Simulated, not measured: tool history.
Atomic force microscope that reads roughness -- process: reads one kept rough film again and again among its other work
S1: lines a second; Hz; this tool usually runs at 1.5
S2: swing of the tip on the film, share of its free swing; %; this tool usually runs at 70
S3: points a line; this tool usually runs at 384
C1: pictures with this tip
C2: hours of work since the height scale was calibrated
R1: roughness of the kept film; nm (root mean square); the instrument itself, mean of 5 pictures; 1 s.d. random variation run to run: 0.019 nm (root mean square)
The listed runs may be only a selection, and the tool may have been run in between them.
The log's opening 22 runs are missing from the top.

| run | day | S1 | S2 | S3 | C1 | C2 | R1 |
|---|---|---|---|---|---|---|---|
| 23 | 35.138 | 0.58 | 76 | 649 | 140 | 1619 | 4.035 |
|  | 35.371 | height scale calibrated on a step standard |
| 24 | 36.392 | 0.58 | 76 | 649 | 200 | 18 | 3.777 |
| 25 | 37.675 | 1.59 | 76 | 539 | 264 | 40 | 3.398 |
| 26 | 38.929 | 0.58 | 69 | 490 | 326 | 62 | 3.346 |
|  | 39.142 | height scale calibrated on a step standard, once more |
|  | 39.283 | new tip fitted |
| 27 | 39.938 | 0.58 | 80 | 694 | 32 | 13 | 4.567 |
| 28 | 41.096 | 0.58 | 80 | 694 | 90 | 34 | 4.326 |
| 29 | 43.254 | 0.58 | 57 | 277 | 197 | 71 | 3.929 |
| 30 | 45.154 | 1.46 | 84 | 384 | 291 | 104 | 3.375 |
|  | 46.142 | new tip fitted |
| 31 | 46.838 | 1.46 | 84 | 384 | 35 | 133 | 4.291 |
| 32 | 48.075 | 1.09 | 55 | 384 | 96 | 155 | 4.307 |
| 33 | 49.6 | 1.09 | 55 | 384 | 172 | 181 | 4.008 |
| 34 | 50.546 | 1.09 | 55 | 500 | 219 | 198 | 3.847 |
| 35 | 51.708 | 1.09 | 55 | 500 | 276 | 218 | 3.66 |
|  | 53.083 | new tip fitted |
| 36 | 53.179 | 0.98 | 81 | 905 | 4 | 243 | 4.609 |
| 37 | 55.154 | 1.85 | 70 | 384 | 103 | 278 | 4.1 |
| 38 | 57.262 | 1.85 | 70 | 384 | 207 | 314 | 3.721 |
| 39 | 58.612 | 2.19 | 76 | 784 | 274 | 338 | 3.372 |

Expected results for the next run?
| 40 | 59.821 | 2.19 | 74 | 328 | 334 | 359 | ? |

{"run 40": {"R1": 3.247}}
The same run, on a tool lacking any hidden state, would have yielded R1 4.535 nm (root mean square).

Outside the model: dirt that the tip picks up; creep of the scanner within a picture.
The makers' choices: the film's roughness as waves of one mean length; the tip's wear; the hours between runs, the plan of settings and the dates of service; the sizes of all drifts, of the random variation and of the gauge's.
